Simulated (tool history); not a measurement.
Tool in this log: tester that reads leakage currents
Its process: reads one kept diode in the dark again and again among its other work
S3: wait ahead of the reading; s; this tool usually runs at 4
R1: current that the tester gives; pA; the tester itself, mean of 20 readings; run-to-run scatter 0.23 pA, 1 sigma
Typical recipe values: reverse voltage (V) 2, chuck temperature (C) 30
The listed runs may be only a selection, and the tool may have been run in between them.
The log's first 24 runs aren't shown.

{"hour": 719.0, "done": "chuck's temperature calibrated, once more"}
{"run": 25, "hour": 719.0, "reverse voltage (V)": 2, "chuck temperature (C)": 30, "S3": 2.07, "R1": 76.72}
{"run": 26, "hour": 737.0, "reverse voltage (V)": 2, "chuck temperature (C)": 30, "S3": 4, "R1": 76.3}
{"run": 27, "hour": 757.3, "reverse voltage (V)": 2, "chuck temperature (C)": 30, "S3": 4, "R1": 76.76}
{"run": 28, "hour": 787.0, "reverse voltage (V)": 2, "chuck temperature (C)": 30, "S3": 4, "R1": 76.96}
{"run": 29, "hour": 806.8, "reverse voltage (V)": 13.92, "chuck temperature (C)": 30, "S3": 4, "R1": 178.07}
{"run": 30, "hour": 835.2, "reverse voltage (V)": 13.92, "chuck temperature (C)": 38, "S3": 4, "R1": 327.35}
{"run": 31, "hour": 858.4, "reverse voltage (V)": 13.92, "chuck temperature (C)": 58, "S3": 2.57, "R1": 1352}
{"run": 32, "hour": 896.5, "reverse voltage (V)": 2.27, "chuck temperature (C)": 43, "S3": 4, "R1": 221.09}
{"run": 33, "hour": 931.7, "reverse voltage (V)": 6.93, "chuck temperature (C)": 30, "S3": 4, "R1": 133.41}

Expected results for the next run?
{"run": 34, "hour": 949.4, "reverse voltage (V)": 1.6, "chuck temperature (C)": 30, "S3": 4, "R1": "?"}

Run 34 measured R1 71.24 pA.
Were there no unlogged condition in the tool, this run, its random variation unchanged, would have produced R1 68.91 pA.
